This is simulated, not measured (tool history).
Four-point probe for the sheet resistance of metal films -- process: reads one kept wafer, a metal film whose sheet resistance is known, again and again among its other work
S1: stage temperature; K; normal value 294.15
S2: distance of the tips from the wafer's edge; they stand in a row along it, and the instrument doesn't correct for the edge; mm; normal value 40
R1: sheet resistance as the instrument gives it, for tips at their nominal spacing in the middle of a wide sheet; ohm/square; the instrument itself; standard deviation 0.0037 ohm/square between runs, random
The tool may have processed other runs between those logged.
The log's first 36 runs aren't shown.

run 37 hour=669.3 | S1=296.15 S2=70 | R1=18.576545
run 38 hour=695.5 | S1=294.15 S2=6 | R1=18.600899
run 39 hour=720.4 | S1=298.15 S2=55 | R1=18.60483
run 40 hour=732.2 | S1=301.15 S2=29 | R1=18.658813
run 41 hour=754.2 | S1=297.15 S2=40 | R1=18.590814
run 42 hour=774.8 | S1=298.15 S2=11 | R1=18.619555
run 43 hour=787.9 | S1=298.15 S2=11 | R1=18.632258
run 44 hour=805 | S1=302.15 S2=21 | R1=18.674816

Below are 4 alternative next runs, each starting from the tool's condition after run 44. Predict each:
run A hour=820.6 | S1=307.15 S2=52 | R1=?
run B hour=820.6 | S1=302.15 S2=8 | R1=?
run C hour=820.6 | S1=302.15 S2=32 | R1=?
run D hour=820.6 | S1=302.15 S2=39 | R1=?

run=A R1=18.763788
run=B R1=18.713575
run=C R1=18.679198
run=D R1=18.669933
With no hidden state in the tool, these same runs would have given:
run=A R1=18.761681
run=B R1=18.711478
run=C R1=18.677105
run=D R1=18.667842
